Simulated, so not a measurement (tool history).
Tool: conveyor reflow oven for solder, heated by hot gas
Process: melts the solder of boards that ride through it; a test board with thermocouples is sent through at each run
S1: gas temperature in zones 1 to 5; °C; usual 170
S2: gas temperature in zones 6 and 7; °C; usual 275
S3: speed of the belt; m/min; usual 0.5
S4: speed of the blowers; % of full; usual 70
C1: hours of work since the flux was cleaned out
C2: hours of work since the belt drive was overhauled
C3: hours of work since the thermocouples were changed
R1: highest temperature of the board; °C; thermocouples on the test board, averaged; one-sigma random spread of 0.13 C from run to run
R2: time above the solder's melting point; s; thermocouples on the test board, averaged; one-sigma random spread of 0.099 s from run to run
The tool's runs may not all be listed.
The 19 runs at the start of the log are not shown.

run,hour,S1,S2,S3,S4,C1,C2,C3,R1,R2
20,219,170,266,0.512,70,143,641,471,251.1,69.54
21,232.7,170,266,0.453,56,154,652,481,251.8,79.88
22,239.3,170,266,0.453,68,159,657,486,254.1,82.81
23,253.6,170,275,0.579,70,169,668,497,255.2,63.26
24,267.1,170,275,0.579,70,180,678,507,255.2,62.96
25,280.4,170,275,0.579,70,190,688,517,254.7,63.07
26,289.8,174,284,0.447,59,197,695,524,269.7,96.65
27,296.3,174,284,0.447,59,202,700,529,269.8,96.96
28,311.8,174,284,0.447,59,214,712,541,269.6,96.9
29,325.6,174,284,0.447,59,224,722,552,269.7,96.87
# hour 331.9: flux residue cleaned out of gas plates and filters
30,342.2,170,275,0.439,89,8,731,561,265.9,95.93
31,351.7,165,275,0.439,73,15,738,568,264,91.91
32,365.8,157,287,0.439,73,26,749,578,274.4,95.64

Predict each of these 3 candidate next runs independently; none follows another, all start after run 32:
A,374.7,170,271,0.433,83,33,756,585,?,?
B,374.7,170,283,0.402,70,33,756,585,?,?
C,374.7,170,271,0.5,60,33,756,585,?,?

run,R1,R2
A,261.8,94.71
B,273.3,109.2
C,254.8,74.18
The same runs, with their run-to-run variation unchanged, on a tool lacking any hidden condition would have given:
run,R1,R2
A,263.4,93.9
B,274.8,108
C,256.1,73.74

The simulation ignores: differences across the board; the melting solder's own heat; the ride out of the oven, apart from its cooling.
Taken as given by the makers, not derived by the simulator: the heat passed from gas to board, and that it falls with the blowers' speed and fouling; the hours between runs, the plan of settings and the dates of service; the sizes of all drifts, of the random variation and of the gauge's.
